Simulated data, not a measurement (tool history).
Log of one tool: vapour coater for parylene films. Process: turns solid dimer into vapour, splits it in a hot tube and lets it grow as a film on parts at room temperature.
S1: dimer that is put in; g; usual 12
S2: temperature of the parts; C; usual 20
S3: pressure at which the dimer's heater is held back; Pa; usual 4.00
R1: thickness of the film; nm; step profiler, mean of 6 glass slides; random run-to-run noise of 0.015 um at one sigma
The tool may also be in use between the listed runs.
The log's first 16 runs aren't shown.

run,day,S1,S2,S3,R1
17,16.508,12,20,5.43,3840
18,17.183,12,20,10.35,3440
19,18.079,13,25,10.35,3010
20,19.525,7,20,10.99,1970
21,20.667,7,20,10.99,1990
22,21.788,7,20,10.99,1990
23,22.750,7,20,10.99,1990
# day 23.112: trap's valve overhauled
24,24.146,5,17,11.78,1590
25,25.333,5,23,2.81,1580
26,26.192,12,16,4.00,4830
27,26.971,12,16,4.00,4820

Run 28 is up next; what results do you expect?
28,28.092,14,31,4.00,?

R1: 2900 nm
On a tool with no hidden condition, and with the same random variation, this run would have come out at R1 2970 nm.
